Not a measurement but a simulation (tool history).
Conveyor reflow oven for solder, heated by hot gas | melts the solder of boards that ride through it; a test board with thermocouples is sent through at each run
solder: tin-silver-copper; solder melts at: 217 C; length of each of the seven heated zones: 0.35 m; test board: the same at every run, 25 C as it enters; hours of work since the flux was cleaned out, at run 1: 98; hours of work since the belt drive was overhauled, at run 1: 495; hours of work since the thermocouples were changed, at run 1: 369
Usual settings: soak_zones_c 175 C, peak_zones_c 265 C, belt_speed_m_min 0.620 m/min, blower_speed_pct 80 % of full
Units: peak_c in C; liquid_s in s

run	hour	soak_zones_c	peak_zones_c	belt_speed_m_min	blower_speed_pct	hours of work since the flux was cleaned out	hours of work since the belt drive was overhauled	hours of work since the thermocouples were changed	peak_c	liquid_s
1	0.0	175	265	0.620	80	98	495	369	245.8	45.9
2	18.2	175	255	0.620	80	111	507	382	237.9	38.6
3	37.2	175	255	0.620	80	124	520	394	237.2	38.8
4	50.7	175	255	0.620	80	133	529	404	237.2	38.5
5	66.3	175	265	0.620	80	143	540	414	245.1	45.5
6	78.3	175	254	0.620	80	151	548	422	236.0	37.2
# hour 84.2: flux residue cleaned out of gas plates and filters
7	98.2	175	254	0.620	80	9	558	432	237.0	38.3
8	112.9	175	265	0.620	80	19	568	442	245.8	46.3
9	127.1	175	265	0.620	80	29	577	452	245.6	46.3
10	138.8	175	264	0.620	80	37	585	460	244.6	45.6
11	157.7	175	265	0.620	80	50	598	472	245.5	46.0
12	170.4	175	265	0.620	80	58	606	481	245.3	45.9
13	181.7	175	265	0.620	80	66	614	489	245.7	45.8
14	196.2	175	271	0.620	80	76	624	498	250.2	49.2
15	205.3	175	271	0.620	80	82	630	505	250.1	48.9
16	221.4	175	271	0.620	80	93	641	515	249.9	49.0
17	237.2	170	276	0.606	72	103	652	526	252.2	50.0
18	248.4	173	265	0.620	65	111	659	534	241.0	40.3
19	261.6	169	265	0.620	80	120	668	543	243.4	42.0
20	271.1	169	265	0.620	80	126	674	549	243.9	42.1
# hour 276.5: belt drive overhauled, speed set with a stopwatch
21	288.9	169	265	0.620	80	136	8	558	243.9	42.1
22	306.3	190	265	0.620	80	147	20	570	247.6	53.2
# hour 318.8: flux residue cleaned out of gas plates and filters
23	321.5	175	265	0.620	79	2	27	577	245.6	46.3
24	330.3	169	277	0.625	71	8	33	583	252.5	48.1

Forecast run 25:
# hour 338.2: belt drive overhauled, speed set with a stopwatch, once more
25	346.8	174	277	0.628	71	16	6	591	?	?

Run 25 gave peak_c 253.1 C, liquid_s 49.2 s.
Without the tool's hidden state the same run would have given peak_c 254.7 C, liquid_s 50.2 s.
